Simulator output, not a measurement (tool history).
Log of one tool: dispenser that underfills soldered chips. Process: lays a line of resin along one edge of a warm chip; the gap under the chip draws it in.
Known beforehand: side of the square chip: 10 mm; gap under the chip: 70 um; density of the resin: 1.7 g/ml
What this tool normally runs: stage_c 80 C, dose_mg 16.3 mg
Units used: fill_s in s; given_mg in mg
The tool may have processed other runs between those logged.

run 1 hour=0.0 | stage_c=80 dose_mg=16.3 | fill_s=128.2 given_mg=15.69
-- hour=3.4 new syringe of resin
run 2 hour=5.2 | stage_c=80 dose_mg=16.3 | fill_s=92.4 given_mg=15.59
run 3 hour=9.4 | stage_c=80 dose_mg=16.3 | fill_s=110.7 given_mg=15.58
-- hour=12.9 dispensing valve cleaned and set on the balance
run 4 hour=15.0 | stage_c=80 dose_mg=15.8 | fill_s=134.6 given_mg=15.84
-- hour=16.8 new syringe of resin
run 5 hour=17.4 | stage_c=92 dose_mg=16.3 | fill_s=59.5 given_mg=16.22
run 6 hour=21.1 | stage_c=92 dose_mg=16.3 | fill_s=68.8 given_mg=16.19
run 7 hour=25.5 | stage_c=92 dose_mg=16.3 | fill_s=83.0 given_mg=16.24
-- hour=29.2 new syringe of resin
run 8 hour=30.6 | stage_c=80 dose_mg=14.2 | fill_s=93.8 given_mg=14.06
run 9 hour=35.6 | stage_c=80 dose_mg=14.2 | fill_s=119.6 given_mg=14.17
run 10 hour=38.1 | stage_c=92 dose_mg=15.2 | fill_s=83.7 given_mg=15.02
run 11 hour=40.6 | stage_c=70 dose_mg=16.3 | fill_s=200.1 given_mg=16.12
-- hour=41.8 new syringe of resin
run 12 hour=45.9 | stage_c=89 dose_mg=17.5 | fill_s=74.4 given_mg=17.27
run 13 hour=49.0 | stage_c=79 dose_mg=17.6 | fill_s=121.1 given_mg=17.31
run 14 hour=51.4 | stage_c=79 dose_mg=17.9 | fill_s=131.7 given_mg=17.68
-- hour=54.1 new syringe of resin
run 15 hour=54.5 | stage_c=79 dose_mg=17.9 | fill_s=90.4 given_mg=17.77
run 16 hour=56.7 | stage_c=80 dose_mg=18.2 | fill_s=92.3 given_mg=17.94

Each row is a separate what-if for the run after 16, all from the same tool condition, not one after another. Results?
run A hour=59.9 | stage_c=87 dose_mg=18.7 | fill_s=? given_mg=?
run B hour=59.9 | stage_c=80 dose_mg=14.3 | fill_s=? given_mg=?
run C hour=59.9 | stage_c=65 dose_mg=14.2 | fill_s=? given_mg=?
run D hour=59.9 | stage_c=65 dose_mg=17.3 | fill_s=? given_mg=?

run=A fill_s=84.1 given_mg=18.41
run=B fill_s=116.4 given_mg=14.06
run=C fill_s=200.9 given_mg=13.97
run=D fill_s=189.0 given_mg=17.00
What these runs would have given with no unlogged condition in the tool:
run=A fill_s=64.2 given_mg=18.71
run=B fill_s=88.2 given_mg=14.29
run=C fill_s=151.8 given_mg=14.19
run=D fill_s=143.2 given_mg=17.28
